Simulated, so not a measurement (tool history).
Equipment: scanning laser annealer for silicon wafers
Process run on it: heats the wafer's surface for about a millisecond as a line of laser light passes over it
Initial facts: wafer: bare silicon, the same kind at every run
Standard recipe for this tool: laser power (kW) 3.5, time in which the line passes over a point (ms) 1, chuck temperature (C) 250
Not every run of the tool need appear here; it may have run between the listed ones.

| run | hour | laser power (kW) | time in which the line passes over a point (ms) | chuck temperature (C) | highest temperature of the surface (C) |
|---|---|---|---|---|---|
| 1 | 0 | 3.5 | 1 | 250 | 1075 |
| 2 | 13.7 | 3.5 | 1 | 250 | 1080 |
| 3 | 21.5 | 3.5 | 1 | 250 | 1080 |
| 4 | 35.3 | 3.5 | 1 | 250 | 1076 |
| 5 | 45.4 | 3.5 | 1.09 | 250 | 1110 |
| 6 | 57.2 | 3.5 | 1.09 | 250 | 1110 |
| 7 | 72.3 | 3.611 | 1.09 | 250 | 1144 |
|  | 78.7 | optics aligned, line set to its width |
| 8 | 84.9 | 3.611 | 1.09 | 250 | 1137 |
| 9 | 97.3 | 3.611 | 1.09 | 250 | 1139 |
| 10 | 108.7 | 3.5 | 1.16 | 250 | 1130 |
| 11 | 115.8 | 3.5 | 1.16 | 250 | 1131 |
| 12 | 123.2 | 3.5 | 1.16 | 250 | 1129 |
|  | 137.8 | optics aligned, line set to its width, once more |
| 13 | 141.9 | 3.5 | 1.16 | 250 | 1141 |
| 14 | 149 | 3.5 | 1 | 290 | 1113 |
| 15 | 164.5 | 3.5 | 1 | 290 | 1111 |
| 16 | 172.2 | 3.5 | 1.01 | 250 | 1075 |
| 17 | 187.2 | 3.5 | 1.01 | 250 | 1075 |
| 18 | 197.8 | 3.737 | 1.16 | 240 | 1199 |
| 19 | 211.7 | 3.737 | 1.16 | 240 | 1201 |
| 20 | 222.1 | 3.471 | 1.09 | 252 | 1101 |
| 21 | 236.5 | 3.375 | 0.75 | 229 | 902 |
| 22 | 247.7 | 3.164 | 1.09 | 216 | 969 |
| 23 | 261.4 | 3.764 | 0.81 | 288 | 1082 |

Predict each of these 5 candidate next runs independently; none follows another, all start after run 23:
| A | 270.7 | 3.5 | 1 | 278 | ? |
| B | 270.7 | 3.119 | 1.07 | 270 | ? |
| C | 270.7 | 3.404 | 0.81 | 288 | ? |
| D | 270.7 | 3.512 | 0.81 | 229 | ? |
| E | 270.7 | 3.764 | 1 | 250 | ? |

| run | highest temperature of the surface (C) |
|---|---|
| A | 1092 |
| B | 1005 |
| C | 992 |
| D | 961 |
| E | 1141 |
Without the tool's hidden state the same runs would have given:
| run | highest temperature of the surface (C) |
|---|---|
| A | 1114 |
| B | 1024 |
| C | 1010 |
| D | 980 |
| E | 1164 |
